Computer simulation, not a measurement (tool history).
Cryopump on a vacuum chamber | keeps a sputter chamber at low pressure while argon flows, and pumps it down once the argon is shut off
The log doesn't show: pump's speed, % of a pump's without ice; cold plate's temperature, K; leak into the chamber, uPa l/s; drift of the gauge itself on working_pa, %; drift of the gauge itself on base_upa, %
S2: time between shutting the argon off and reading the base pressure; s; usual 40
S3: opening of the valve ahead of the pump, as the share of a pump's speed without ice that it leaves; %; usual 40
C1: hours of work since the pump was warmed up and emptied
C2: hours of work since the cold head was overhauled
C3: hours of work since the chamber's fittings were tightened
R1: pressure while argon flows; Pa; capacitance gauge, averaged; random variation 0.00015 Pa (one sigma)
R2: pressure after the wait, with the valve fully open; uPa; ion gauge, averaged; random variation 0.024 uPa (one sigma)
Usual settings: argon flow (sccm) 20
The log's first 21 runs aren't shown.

run 22 hour=331.7 | argon_flow_(sccm)=21 S2=36 S3=40 | C1=371 C2=371 C3=760 | R1=0.0416 R2=1.21
run 23 hour=341.7 | argon_flow_(sccm)=20 S2=144 S3=17 | C1=378 C2=378 C3=767 | R1=0.0914 R2=0.57
run 24 hour=363.0 | argon_flow_(sccm)=20 S2=144 S3=17 | C1=393 C2=393 C3=782 | R1=0.0917 R2=0.52
run 25 hour=373.4 | argon_flow_(sccm)=20 S2=144 S3=17 | C1=400 C2=400 C3=789 | R1=0.0917 R2=0.56
run 26 hour=393.2 | argon_flow_(sccm)=21 S2=175 S3=17 | C1=414 C2=414 C3=803 | R1=0.0965 R2=0.57
run 27 hour=415.7 | argon_flow_(sccm)=29 S2=175 S3=17 | C1=430 C2=430 C3=819 | R1=0.1337 R2=0.57
run 28 hour=426.7 | argon_flow_(sccm)=9 S2=28 S3=40 | C1=438 C2=438 C3=827 | R1=0.0180 R2=1.48
run 29 hour=443.5 | argon_flow_(sccm)=8 S2=28 S3=43 | C1=449 C2=449 C3=838 | R1=0.0148 R2=1.42
run 30 hour=455.2 | argon_flow_(sccm)=22 S2=215 S3=40 | C1=457 C2=457 C3=847 | R1=0.0441 R2=0.54
run 31 hour=469.8 | argon_flow_(sccm)=22 S2=215 S3=40 | C1=468 C2=468 C3=857 | R1=0.0441 R2=0.55
run 32 hour=488.8 | argon_flow_(sccm)=18 S2=83 S3=40 | C1=481 C2=481 C3=870 | R1=0.0361 R2=0.79

5 ways to go on from here, each from the tool as it stands after run 32. What would each give?
run A hour=502.3 | argon_flow_(sccm)=9 S2=40 S3=40 | C1=490 C2=490 C3=879 | R1=? R2=?
run B hour=502.3 | argon_flow_(sccm)=37 S2=176 S3=59 | C1=490 C2=490 C3=879 | R1=? R2=?
run C hour=502.3 | argon_flow_(sccm)=11 S2=40 S3=26 | C1=490 C2=490 C3=879 | R1=? R2=?
run D hour=502.3 | argon_flow_(sccm)=18 S2=83 S3=19 | C1=490 C2=490 C3=879 | R1=? R2=?
run E hour=502.3 | argon_flow_(sccm)=18 S2=63 S3=40 | C1=490 C2=490 C3=879 | R1=? R2=?

run=A R1=0.0179 R2=1.18
run=B R1=0.0515 R2=0.57
run=C R1=0.0336 R2=1.16
run=D R1=0.0745 R2=0.70
run=E R1=0.0365 R2=0.88
Without the tool's hidden state the same runs would have given:
run=A R1=0.0171 R2=0.93
run=B R1=0.0483 R2=0.33
run=C R1=0.0326 R2=0.91
run=D R1=0.0729 R2=0.46
run=E R1=0.0349 R2=0.63
